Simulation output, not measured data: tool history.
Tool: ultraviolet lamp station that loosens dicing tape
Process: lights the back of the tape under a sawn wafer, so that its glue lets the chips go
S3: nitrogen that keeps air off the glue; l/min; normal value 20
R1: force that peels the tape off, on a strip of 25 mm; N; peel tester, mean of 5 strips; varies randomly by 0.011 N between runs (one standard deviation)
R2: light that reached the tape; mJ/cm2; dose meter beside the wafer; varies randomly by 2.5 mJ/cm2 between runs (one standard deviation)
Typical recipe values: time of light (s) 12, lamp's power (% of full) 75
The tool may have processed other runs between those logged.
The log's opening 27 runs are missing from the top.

{"run": 28, "day": 16.558, "time of light (s)": 10, "lamp's power (% of full)": 69, "S3": 20, "R1": 0.986, "R2": 215}
{"run": 29, "day": 17.046, "time of light (s)": 23, "lamp's power (% of full)": 75, "S3": 7, "R1": 0.321, "R2": 541}
{"run": 30, "day": 17.638, "time of light (s)": 7, "lamp's power (% of full)": 85, "S3": 14, "R1": 1.776, "R2": 188}
{"run": 31, "day": 18.425, "time of light (s)": 7, "lamp's power (% of full)": 68, "S3": 13, "R1": 2.757, "R2": 153}
{"run": 32, "day": 18.921, "time of light (s)": 7, "lamp's power (% of full)": 97, "S3": 13, "R1": 1.51, "R2": 216}
{"run": 33, "day": 19.475, "time of light (s)": 12, "lamp's power (% of full)": 69, "S3": 20, "R1": 0.69, "R2": 259}
{"run": 34, "day": 19.85, "time of light (s)": 12, "lamp's power (% of full)": 68, "S3": 6, "R1": 2.013, "R2": 251}
{"run": 35, "day": 20.679, "time of light (s)": 12, "lamp's power (% of full)": 87, "S3": 6, "R1": 1.188, "R2": 325}
{"run": 36, "day": 21.358, "time of light (s)": 12, "lamp's power (% of full)": 91, "S3": 34, "R1": 0.259, "R2": 339}
{"run": 37, "day": 21.892, "time of light (s)": 12, "lamp's power (% of full)": 93, "S3": 17, "R1": 0.389, "R2": 347}
{"run": 38, "day": 22.708, "time of light (s)": 12, "lamp's power (% of full)": 60, "S3": 34, "R1": 0.634, "R2": 222}
{"run": 39, "day": 23.275, "time of light (s)": 12, "lamp's power (% of full)": 60, "S3": 34, "R1": 0.624, "R2": 220}
{"run": 40, "day": 23.688, "time of light (s)": 12, "lamp's power (% of full)": 60, "S3": 34, "R1": 0.626, "R2": 224}
{"run": 41, "day": 24.133, "time of light (s)": 21, "lamp's power (% of full)": 60, "S3": 27, "R1": 0.225, "R2": 384}

5 ways to go on from here, each from the tool as it stands after run 41. What would each give?
{"run": "A", "day": 24.654, "time of light (s)": 21, "lamp's power (% of full)": 75, "S3": 39, "R1": "?", "R2": "?"}
{"run": "B", "day": 24.654, "time of light (s)": 12, "lamp's power (% of full)": 66, "S3": 17, "R1": "?", "R2": "?"}
{"run": "C", "day": 24.654, "time of light (s)": 8, "lamp's power (% of full)": 61, "S3": 21, "R1": "?", "R2": "?"}
{"run": "D", "day": 24.654, "time of light (s)": 18, "lamp's power (% of full)": 82, "S3": 11, "R1": "?", "R2": "?"}
{"run": "E", "day": 24.654, "time of light (s)": 7, "lamp's power (% of full)": 75, "S3": 20, "R1": "?", "R2": "?"}

run=A R1=0.181 R2=483
run=B R1=0.904 R2=244
run=C R1=1.986 R2=149
run=D R1=0.334 R2=457
run=E R1=1.815 R2=165
With the hidden condition removed and each run's random variation left untouched, the same runs would have given:
run=A R1=0.177 R2=525
run=B R1=0.75 R2=264
run=C R1=1.721 R2=162
run=D R1=0.287 R2=497
run=E R1=1.562 R2=179
